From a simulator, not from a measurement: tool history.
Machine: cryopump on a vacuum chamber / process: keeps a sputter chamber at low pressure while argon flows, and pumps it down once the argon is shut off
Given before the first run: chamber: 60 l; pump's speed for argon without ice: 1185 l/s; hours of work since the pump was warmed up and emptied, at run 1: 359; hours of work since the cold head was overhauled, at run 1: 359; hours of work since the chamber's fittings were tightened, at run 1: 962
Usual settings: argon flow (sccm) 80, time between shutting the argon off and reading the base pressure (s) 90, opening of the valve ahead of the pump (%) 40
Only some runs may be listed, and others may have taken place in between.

run	hour	argon flow (sccm)	time between shutting the argon off and reading the base pressure (s)	opening of the valve ahead of the pump (%)	hours of work since the pump was warmed up and emptied	hours of work since the cold head was overhauled	hours of work since the chamber's fittings were tightened	pressure while argon flows (Pa)	pressure after the wait (uPa)
1	0	80	90	40	359	359	962	0.3391	3.01
2	9	80	90	40	365	365	968	0.3392	2.95
3	26.7	80	90	40	378	378	981	0.3417	3.02
4	37.4	78	90	40	386	386	989	0.3365	3.03
5	52.7	78	90	40	397	397	1000	0.3379	3.03
# hour 58.9: pump warmed up, emptied and cooled again
6	69.5	80	90	40	8	406	1009	0.2881	2.54
7	80	80	90	40	15	414	1017	0.2874	2.53
8	93.3	80	90	30	25	424	1027	0.3833	2.58
9	105.6	80	90	19	34	433	1036	0.6093	2.59
10	113.4	80	90	19	40	438	1041	0.6026	2.6
11	126.6	80	90	19	50	448	1051	0.6048	2.55
12	134.5	80	90	19	55	454	1057	0.6047	2.56
13	151	80	90	19	67	466	1069	0.6097	2.59
14	167.7	80	90	19	80	478	1081	0.6149	2.55
15	184.5	80	90	19	92	490	1093	0.613	2.63
16	194.7	80	90	19	99	498	1101	0.6141	2.7
17	208.2	44	90	15	109	508	1111	0.427	2.58
18	215.9	73	218	32	115	513	1116	0.3387	1.86
19	227	52	62	43	123	522	1125	0.181	3.36
20	239.3	62	79	21	132	531	1134	0.4284	2.85
21	249.2	62	79	21	139	538	1141	0.4351	2.96
22	265.4	62	79	21	151	550	1153	0.4355	2.95
23	276.9	128	79	21	160	558	1161	0.9097	3.03
24	292	70	39	26	171	569	1172	0.4041	4.71
25	308.7	70	39	26	183	581	1184	0.4023	4.67
26	319.3	70	39	26	191	589	1192	0.4026	4.68
27	331.4	70	120	26	200	598	1201	0.4055	2.53
28	341.7	80	274	46	207	606	1209	0.2744	2.01
29	348.8	80	274	46	212	611	1214	0.2741	1.99
30	362.8	37	274	46	223	621	1224	0.1288	2.01
31	370.8	54	90	33	228	627	1230	0.2509	2.95

Forecast each of these 5 alternatives for the next run:
A	388.1	80	275	40	241	640	1243	?	?
B	388.1	117	93	23	241	640	1243	?	?
C	388.1	96	90	30	241	640	1243	?	?
D	388.1	97	90	33	241	640	1243	?	?
E	388.1	129	90	40	241	640	1243	?	?

run	pressure while argon flows (Pa)	pressure after the wait (uPa)
A	0.3134	2.13
B	0.7694	2.92
C	0.4926	3.01
D	0.4515	3.02
E	0.5078	3.06
The same runs, with their run-to-run variation unchanged, on a tool lacking any hidden condition would have given:
run	pressure while argon flows (Pa)	pressure after the wait (uPa)
A	0.2828	0.7
B	0.7245	1.5
C	0.4557	1.57
D	0.4146	1.59
E	0.4584	1.61
